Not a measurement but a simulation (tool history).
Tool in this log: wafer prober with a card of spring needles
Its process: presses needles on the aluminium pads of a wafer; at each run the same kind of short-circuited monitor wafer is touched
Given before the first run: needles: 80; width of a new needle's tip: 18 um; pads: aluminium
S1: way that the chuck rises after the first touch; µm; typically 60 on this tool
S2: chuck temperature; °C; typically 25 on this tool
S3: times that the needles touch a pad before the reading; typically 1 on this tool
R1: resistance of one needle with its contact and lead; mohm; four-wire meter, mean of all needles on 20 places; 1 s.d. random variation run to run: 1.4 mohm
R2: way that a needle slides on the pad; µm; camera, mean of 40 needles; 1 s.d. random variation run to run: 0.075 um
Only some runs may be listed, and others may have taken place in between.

run	hour	S1	S2	S3	R1	R2
1	0	60	25	1	125	10.88
# hour 10.5: tips cleaned on abrasive film
# hour 27.3: tips cleaned on abrasive film
2	32.1	60	25	1	124	10.75
# hour 42.6: tips cleaned on abrasive film
# hour 56.5: tips cleaned on abrasive film
# hour 70.4: tips cleaned on abrasive film
# hour 86.2: tips cleaned on abrasive film
3	86.2	60	25	1	124	10.78
# hour 103.6: tips cleaned on abrasive film
# hour 117.5: tips cleaned on abrasive film
4	117.9	47	25	1	135	8.45
# hour 131.8: tips cleaned on abrasive film
# hour 149.1: tips cleaned on abrasive film
5	152.7	47	25	1	134	8.44
# hour 163.2: tips cleaned on abrasive film
# hour 177.1: tips cleaned on abrasive film
# hour 193.9: tips cleaned on abrasive film
# hour 211: tips cleaned on abrasive film
6	214.4	60	25	1	126	10.82
# hour 228.2: tips cleaned on abrasive film
# hour 245.4: tips cleaned on abrasive film
7	256.2	60	25	1	128	10.82
# hour 259.7: tips cleaned on abrasive film
# hour 277: tips cleaned on abrasive film
# hour 293.9: tips cleaned on abrasive film
# hour 311.3: tips cleaned on abrasive film
8	322.1	60	37	1	130	10.72
# hour 325.7: tips cleaned on abrasive film
# hour 342.9: tips cleaned on abrasive film
# hour 359.7: tips cleaned on abrasive film
# hour 373.7: tips cleaned on abrasive film
9	376.7	53	25	1	129	9.62
# hour 390.1: tips cleaned on abrasive film
# hour 404: tips cleaned on abrasive film
# hour 421.3: tips cleaned on abrasive film
# hour 438: tips cleaned on abrasive film
10	443.6	60	25	1	125	10.81
# hour 453.6: tips cleaned on abrasive film
# hour 470.7: tips cleaned on abrasive film
# hour 484.6: tips cleaned on abrasive film
# hour 501.4: tips cleaned on abrasive film
11	507.5	60	25	1	127	10.87
# hour 518: tips cleaned on abrasive film
# hour 531.9: tips cleaned on abrasive film
# hour 549.2: tips cleaned on abrasive film
# hour 566.6: tips cleaned on abrasive film
12	572.6	60	25	1	127	10.71
# hour 582.9: tips cleaned on abrasive film
# hour 596.8: tips cleaned on abrasive film
13	609.9	78	25	1	122	13.72
# hour 613.5: tips cleaned on abrasive film
# hour 630.4: tips cleaned on abrasive film
# hour 644.3: tips cleaned on abrasive film
# hour 661.2: tips cleaned on abrasive film
14	668.2	60	25	1	124	10.66
# hour 675.1: tips cleaned on abrasive film
# hour 689: tips cleaned on abrasive film
# hour 705.4: tips cleaned on abrasive film
# hour 719.3: tips cleaned on abrasive film
15	720.1	51	25	2	130	9.04
# hour 734: tips cleaned on abrasive film
# hour 751.1: tips cleaned on abrasive film
16	760.1	51	25	2	129	9.08
# hour 767.1: tips cleaned on abrasive film
# hour 784.5: tips cleaned on abrasive film
17	792.1	63	91	2	134	11.29
# hour 799.1: tips cleaned on abrasive film
# hour 802.9: height of the first contact set anew
# hour 816.5: tips cleaned on abrasive film
# hour 833.9: tips cleaned on abrasive film
# hour 850: tips cleaned on abrasive film
18	851.2	63	32	1	128	11.19
# hour 865.1: tips cleaned on abrasive film
# hour 882.2: tips cleaned on abrasive film
19	885.2	63	95	2	137	11.25
# hour 898.4: tips cleaned on abrasive film
# hour 915.5: tips cleaned on abrasive film
# hour 932.3: tips cleaned on abrasive film
20	944.3	65	25	1	128	11.68
# hour 947.9: tips cleaned on abrasive film
# hour 961.8: tips cleaned on abrasive film
# hour 978.5: tips cleaned on abrasive film
21	978.7	65	25	1	125	11.75
# hour 992.6: tips cleaned on abrasive film
# hour 1006.5: tips cleaned on abrasive film
# hour 1023.3: tips cleaned on abrasive film
# hour 1040.7: tips cleaned on abrasive film
22	1042.9	65	25	2	127	11.71
# hour 1056.8: tips cleaned on abrasive film
# hour 1073.9: tips cleaned on abrasive film
# hour 1087.8: tips cleaned on abrasive film
23	1098.5	64	26	1	128	11.51
# hour 1102: tips cleaned on abrasive film
# hour 1118.9: tips cleaned on abrasive film
# hour 1135.6: tips cleaned on abrasive film
24	1148.2	64	26	1	123	11.41
# hour 1151.7: tips cleaned on abrasive film
# hour 1168.5: tips cleaned on abrasive film
# hour 1185.9: tips cleaned on abrasive film
# hour 1203.2: tips cleaned on abrasive film
25	1204.2	64	26	1	124	11.36

What does the tool deliver on the next run?
# hour 1217.6: tips cleaned on abrasive film
# hour 1234.6: tips cleaned on abrasive film
# hour 1251.6: tips cleaned on abrasive film
26	1252.5	60	117	1	?	?

{"run 26": {"R1": 141, "R2": 10.87}}
Take away the tool's hidden state, keep the run-to-run variation as it was, and the same run would have given R1 141 mohm, R2 10.87 µm.
